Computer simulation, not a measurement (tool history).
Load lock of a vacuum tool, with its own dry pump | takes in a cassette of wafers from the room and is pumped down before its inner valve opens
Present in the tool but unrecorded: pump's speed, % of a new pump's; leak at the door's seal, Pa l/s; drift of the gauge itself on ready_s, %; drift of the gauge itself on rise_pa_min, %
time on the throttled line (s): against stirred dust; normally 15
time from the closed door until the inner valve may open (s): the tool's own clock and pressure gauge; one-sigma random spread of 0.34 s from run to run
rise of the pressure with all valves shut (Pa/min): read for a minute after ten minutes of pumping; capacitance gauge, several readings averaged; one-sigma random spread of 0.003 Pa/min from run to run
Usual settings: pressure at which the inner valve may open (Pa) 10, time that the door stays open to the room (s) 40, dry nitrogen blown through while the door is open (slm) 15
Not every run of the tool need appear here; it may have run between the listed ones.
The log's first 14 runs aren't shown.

run	day	time on the throttled line (s)	pressure at which the inner valve may open (Pa)	time that the door stays open to the room (s)	dry nitrogen blown through while the door is open (slm)	hours that the pump has run since its overhaul	times that the door has closed on its seal	incoming humidity of the room's air, %	time from the closed door until the inner valve may open (s)	rise of the pressure with all valves shut (Pa/min)
15	176.729	15	10	40	10	6074	30264	45	26.4	0.149
16	191.804	15	10	40	15	6435	31756	44.6	26.7	0.153
17	207.042	15	10	40	15	6801	33263	50.2	26.5	0.162
# day 214.412: door's seal changed, seat wiped
18	225.221	15	10	42	15	7236	1069	46.1	27.2	0.037
19	237.854	15	10	42	15	7539	2319	48.5	27	0.035
20	252.283	15	9	151	15	7885	3747	42.4	26.8	0.064
21	267.571	15	9	151	44	8252	5260	45	26.7	0.04
22	285.933	22	8	124	15	8693	7076	43.6	32.8	0.067
23	297.021	15	16	66	15	8959	8174	43.2	25.9	0.053
24	305.662	15	7	30	11	9167	9029	42.6	27.4	0.052
25	318.671	17	10	30	40	9479	10316	47.4	28.9	0.037
26	333.167	15	14	40	4	9827	11750	42.4	25.5	0.083
27	343.033	21	14	40	13	10063	12727	42.6	30.8	0.06
28	356.721	20	8	40	15	10392	14081	45.6	31.8	0.067
29	374.562	19	8	155	15	10820	15846	44.5	31.5	0.102
30	382.679	18	8	49	33	11015	16649	46.9	30	0.069
31	390.588	15	14	40	4	11205	17432	48.9	27.2	0.106
32	408.808	15	14	40	4	11642	19235	44.6	26.7	0.116
33	420.617	15	14	40	4	11925	20403	47.3	26.8	0.123
34	431.075	15	14	40	4	12176	21438	45.8	26.6	0.123
35	441.842	15	15	40	19	12435	22503	42.3	27	0.103
36	455.083	15	10	49	15	12753	23814	44.2	27.7	0.119

Forecast each of these 3 alternatives for the next run:
A	463.625	10	7	49	15	12958	24659	44.5	?	?
B	463.625	15	9	33	36	12958	24659	48	?	?
C	463.625	11	10	192	15	12958	24659	45.4	?	?

run	time from the closed door until the inner valve may open (s)	rise of the pressure with all valves shut (Pa/min)
A	24.8	0.123
B	28.6	0.101
C	24.9	0.147
Take away the tool's hidden state, keep each run's random variation, and the runs would have read:
run	time from the closed door until the inner valve may open (s)	rise of the pressure with all valves shut (Pa/min)
A	21.8	0.036
B	25.9	0.016
C	22	0.061

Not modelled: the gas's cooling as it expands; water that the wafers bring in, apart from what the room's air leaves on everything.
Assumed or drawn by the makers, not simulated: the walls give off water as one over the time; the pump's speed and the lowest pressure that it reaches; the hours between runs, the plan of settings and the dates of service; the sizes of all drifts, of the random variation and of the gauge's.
